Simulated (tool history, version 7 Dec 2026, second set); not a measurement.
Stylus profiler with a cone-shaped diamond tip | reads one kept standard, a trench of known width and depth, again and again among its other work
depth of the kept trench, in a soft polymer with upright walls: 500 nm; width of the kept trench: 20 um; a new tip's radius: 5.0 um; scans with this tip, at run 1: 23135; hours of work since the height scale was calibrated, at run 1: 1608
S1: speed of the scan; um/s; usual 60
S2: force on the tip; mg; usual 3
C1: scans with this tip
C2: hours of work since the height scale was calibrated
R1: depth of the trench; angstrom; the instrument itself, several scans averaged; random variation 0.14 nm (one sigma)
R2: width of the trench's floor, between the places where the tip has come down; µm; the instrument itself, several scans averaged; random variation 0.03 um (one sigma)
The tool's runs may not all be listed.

| run | hour | S1 | S2 | C1 | C2 | R1 | R2 |
|---|---|---|---|---|---|---|---|
| 1 | 0 | 60 | 3 | 23135 | 1608 | 5065.4 | 12.56 |
| 2 | 74.5 | 60 | 3 | 23924 | 1663 | 5067.8 | 12.46 |
| 3 | 194.8 | 60 | 3 | 25198 | 1751 | 5070.3 | 12.36 |
|  | 259.6 | height scale calibrated on a step standard |
| 4 | 329.7 | 60 | 3 | 26621 | 52 | 5046.7 | 12.17 |
| 5 | 408.2 | 60 | 3 | 27452 | 109 | 5049.3 | 12.1 |
| 6 | 511.9 | 60 | 1.66 | 28551 | 186 | 5037.2 | 11.95 |
| 7 | 584.6 | 94 | 1.66 | 29320 | 239 | 5035.2 | 11.81 |
| 8 | 702.6 | 94 | 1.66 | 30570 | 326 | 5034.6 | 11.64 |
| 9 | 783.5 | 60 | 8.99 | 31427 | 386 | 5105.7 | 11.85 |
|  | 841.9 | new tip fitted, height scale calibrated |
| 10 | 841.9 | 60 | 8.99 | 0 | 0 | 5100.3 | 15.53 |
| 11 | 908.1 | 60 | 8.99 | 701 | 49 | 5102.1 | 15.48 |
| 12 | 1032.1 | 60 | 3 | 2014 | 140 | 5050.7 | 15.25 |
| 13 | 1117.8 | 91 | 3 | 2921 | 203 | 5052.9 | 14.97 |
| 14 | 1239.7 | 56 | 3 | 4213 | 293 | 5054.2 | 14.82 |
| 15 | 1350.5 | 60 | 1.19 | 5386 | 374 | 5035 | 14.59 |
| 16 | 1423.2 | 60 | 1.19 | 6156 | 428 | 5036 | 14.45 |
| 17 | 1535.6 | 60 | 3.92 | 7346 | 511 | 5064.9 | 14.41 |
| 18 | 1607.5 | 60 | 3.92 | 8107 | 563 | 5066.2 | 14.38 |
| 19 | 1705 | 60 | 3 | 9140 | 635 | 5064.3 | 14.18 |
| 20 | 1823.6 | 60 | 3 | 10396 | 723 | 5060.3 | 14.04 |
| 21 | 1896.4 | 48 | 3 | 11167 | 776 | 5060.5 | 13.94 |
| 22 | 2023.2 | 31 | 6.02 | 12510 | 869 | 5090.1 | 13.84 |
| 23 | 2144.9 | 125 | 1.12 | 13798 | 959 | 5041.3 | 13.29 |
| 24 | 2240.1 | 83 | 5.76 | 14807 | 1029 | 5092.3 | 13.46 |
| 25 | 2330.7 | 64 | 3 | 15766 | 1096 | 5069.6 | 13.37 |
| 26 | 2448.7 | 168 | 8.19 | 17016 | 1183 | 5115 | 13.1 |
| 27 | 2571 | 24 | 3.68 | 18311 | 1273 | 5076.3 | 13.12 |
| 28 | 2634.5 | 136 | 1.91 | 18983 | 1319 | 5059.7 | 12.7 |
| 29 | 2769.1 | 136 | 1.91 | 20408 | 1418 | 5057.5 | 12.54 |
| 30 | 2860.9 | 27 | 2.6 | 21381 | 1486 | 5067.9 | 12.74 |
| 31 | 2996.6 | 60 | 1.61 | 22818 | 1586 | 5058.4 | 12.48 |
| 32 | 3096.2 | 60 | 3.27 | 23873 | 1659 | 5079.9 | 12.41 |
| 33 | 3179.5 | 60 | 3.27 | 24755 | 1720 | 5079.2 | 12.4 |
| 34 | 3269.6 | 35 | 1.05 | 25709 | 1787 | 5052.8 | 12.29 |
|  | 3286.5 | height scale calibrated on a step standard |
| 35 | 3370.1 | 35 | 1.05 | 26767 | 61 | 5022.4 | 12.1 |
| 36 | 3483.9 | 35 | 1.05 | 27973 | 145 | 5026.6 | 12.04 |
| 37 | 3543 | 182 | 1.31 | 28599 | 189 | 5029.5 | 11.53 |
| 38 | 3627.8 | 44 | 1.37 | 29496 | 251 | 5029.3 | 11.86 |
| 39 | 3743.1 | 44 | 1.37 | 30717 | 336 | 5033.9 | 11.81 |
| 40 | 3813.5 | 16 | 1.42 | 31463 | 388 | 5033.9 | 11.75 |

4 ways to go on from here, each from the tool as it stands after run 40. What would each give?
|  | 3866.9 | new tip fitted, height scale calibrated |
| A | 3931.4 | 34 | 3 | 684 | 48 | ? | ? |
|  | 3866.9 | new tip fitted, height scale calibrated |
| B | 3931.4 | 151 | 6.5 | 684 | 48 | ? | ? |
|  | 3866.9 | new tip fitted, height scale calibrated |
| C | 3931.4 | 66 | 1.51 | 684 | 48 | ? | ? |
|  | 3866.9 | new tip fitted, height scale calibrated |
| D | 3931.4 | 42 | 1.88 | 684 | 48 | ? | ? |

| run | R1 | R2 |
|---|---|---|
| A | 5045.2 | 15.5 |
| B | 5081.9 | 15.37 |
| C | 5029.8 | 15.41 |
| D | 5033.9 | 15.44 |
Without the tool's hidden state the same runs would have given:
| run | R1 | R2 |
|---|---|---|
| A | 5045.7 | 15.58 |
| B | 5082.4 | 15.44 |
| C | 5030.3 | 15.48 |
| D | 5034.4 | 15.51 |
